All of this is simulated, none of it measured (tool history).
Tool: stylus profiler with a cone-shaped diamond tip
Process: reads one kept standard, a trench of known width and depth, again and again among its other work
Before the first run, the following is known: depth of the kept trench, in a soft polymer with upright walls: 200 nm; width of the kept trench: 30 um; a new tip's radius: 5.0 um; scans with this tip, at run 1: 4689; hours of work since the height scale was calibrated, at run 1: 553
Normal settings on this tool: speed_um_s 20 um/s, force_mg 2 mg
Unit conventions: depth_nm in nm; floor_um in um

run,hour,speed_um_s,force_mg,scans with this tip,hours of work since the height scale was calibrated,depth_nm,floor_um
1,0,20,2,4689,553,200.99,26.87
2,45,20,2,4861,573,201.26,26.86
3,119.9,29,2,5147,607,201.22,26.83
4,152,29,2,5270,622,201.12,26.83
5,214.1,29,2,5508,650,200.97,26.87
6,268.3,29,2,5715,674,201.08,26.79
7,345.3,20,2,6009,709,201.11,26.87
8,389.7,20,2,6179,729,201.09,26.85
9,443.5,20,2,6384,753,201.11,26.81
# hour 448.4: height scale calibrated on a step standard
10,484.2,20,2,6538,16,200.93,26.8
11,556.9,21,3.72,6816,49,201.64,26.83
12,598.4,21,3.72,6975,68,201.62,26.81
# hour 653.6: height scale calibrated on a step standard, once more
13,655.4,21,3.72,7191,1,202.26,26.81
14,706.4,6,4.78,7386,24,202.46,26.87
15,762.5,11,2.95,7600,49,201.91,26.76
16,797.8,11,2.95,7735,65,201.86,26.82
17,851.7,11,2.95,7941,89,202.01,26.82
18,921.7,78,1.51,8209,121,201.15,26.37

Hidden state or all else? Some run-to-run changes of depth_nm, split into what the settings, what came in and random variation would give without the hidden state, and what is left for the hidden state (with any gauge scatter that isn't in both results):
Unlogged tool condition in this case: radius of the tip, um; height scale over the true one, %; drift of the gauge itself on depth_nm, %; drift of the gauge itself on floor_um, %.
Run 12 -> 13: height scale calibrated on a step standard, once more. depth_nm +0.64 nm: hidden state +0.6, all else +0.04.
Run 17 -> 18: speed_um_s 11 -> 78, force_mg 2.95 -> 1.51. depth_nm -0.86 nm: hidden state -0.01, all else -0.85.
